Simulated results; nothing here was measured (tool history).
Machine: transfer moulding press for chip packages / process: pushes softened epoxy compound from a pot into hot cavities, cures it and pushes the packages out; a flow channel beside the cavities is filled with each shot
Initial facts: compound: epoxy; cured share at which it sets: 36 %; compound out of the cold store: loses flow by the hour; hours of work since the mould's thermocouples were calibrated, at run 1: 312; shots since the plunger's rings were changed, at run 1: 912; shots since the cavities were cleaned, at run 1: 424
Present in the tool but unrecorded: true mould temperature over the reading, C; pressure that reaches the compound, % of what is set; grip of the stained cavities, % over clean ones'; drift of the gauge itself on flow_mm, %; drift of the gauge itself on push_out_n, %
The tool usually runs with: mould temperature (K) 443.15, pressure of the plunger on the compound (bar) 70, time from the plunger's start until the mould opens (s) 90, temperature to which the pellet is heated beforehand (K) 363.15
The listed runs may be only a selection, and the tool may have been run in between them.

run,day,mould temperature (K),pressure of the plunger on the compound (bar),time from the plunger's start until the mould opens (s),temperature to which the pellet is heated beforehand (K),hours of work since the mould's thermocouples were calibrated,shots since the plunger's rings were changed,shots since the cavities were cleaned,incoming compound's hours out of the cold store,length that the compound runs in the flow channel (mm),greatest force on the pins that push the packages out (N)
1,0,443.15,70,90,363.15,312,912,424,45.7,653,623
2,0.3,443.15,70,90,372.15,318,1017,529,14.7,712,640
# day 0.742: cavities cleaned with cleaning compound and waxed
3,0.746,443.15,70,90,372.15,325,1148,1,20.1,702,809
4,1.108,443.15,70,100,372.15,331,1273,126,36.8,663,717
# day 1.242: mould's thermocouples calibrated
5,1.483,443.15,70,90,363.15,4,1375,228,10.3,723,880
6,2.046,443.15,76.4,90,363.15,14,1570,423,22.3,720,851
7,2.354,443.15,76.4,90,363.15,20,1677,530,25.1,713,865
# day 2.783: cavities cleaned with cleaning compound and waxed
8,2.921,443.15,70,90,363.15,29,1851,48,39.3,652,447
9,3.221,443.15,70,90,363.15,34,1955,152,23,681,517
10,3.717,443.15,70,90,363.15,43,2126,323,26.7,675,617
11,3.992,443.15,70,90,355.15,48,2222,419,20.4,685,674
# day 4.121: cavities cleaned with cleaning compound and waxed, once more
12,4.325,443.15,70,90,355.15,53,2315,69,27.6,671,463
13,4.692,443.15,70,90,355.15,60,2443,197,36.2,656,537
14,4.996,443.15,70,90,363.15,65,2547,301,26.5,668,602
15,5.483,443.15,70,90,363.15,74,2716,470,39.8,640,667
16,5.979,441.15,67,90,365.15,82,2889,643,33.5,646,803
# day 6.075: cavities cleaned with cleaning compound and waxed
17,6.396,441.15,67,90,365.15,89,3011,111,45.6,616,515
18,6.671,441.15,67,90,365.15,94,3106,206,45.5,618,589
19,6.983,441.15,67,90,365.15,99,3215,315,44.2,626,666
20,7.246,448.15,63.5,90,363.15,104,3306,406,40.8,600,549
21,7.708,448.15,63.5,79,363.15,112,3466,566,46.8,586,669
# day 8.029: cavities cleaned with cleaning compound and waxed
22,8.125,441.15,63.5,79,363.15,119,3588,33,33.2,614,592
23,8.6,435.15,66.6,83,353.15,127,3753,198,45.8,624,1093
24,8.996,435.15,66.6,83,353.15,134,3890,335,9.4,687,1380
25,9.467,443.15,61.1,78,363.15,143,4052,497,10.2,636,917
26,9.808,443.15,61.1,78,363.15,149,4171,616,23.1,614,953
# day 9.992: cavities cleaned with cleaning compound and waxed
27,10.358,437.15,61.1,78,363.15,157,4340,128,37.5,604,1008
28,10.771,437.15,61.1,78,363.15,165,4482,270,47.1,583,1154
29,11.117,437.15,61.1,112,363.15,171,4603,391,47.1,583,606

Branching from run 29: 3 alternative next runs. What would each branch give?
A,11.425,443.15,70,72,366.15,176,4709,497,37.1,?,?
B,11.425,437.15,65.2,78,363.15,176,4709,497,33.1,?,?
C,11.425,437.15,61.1,85,363.15,176,4709,497,21.1,?,?

run,length that the compound runs in the flow channel (mm),greatest force on the pins that push the packages out (N)
A,620,1012
B,619,1344
C,623,1173
Without the tool's hidden state the same runs would have given:
run,length that the compound runs in the flow channel (mm),greatest force on the pins that push the packages out (N)
A,674,563
B,674,744
C,677,652
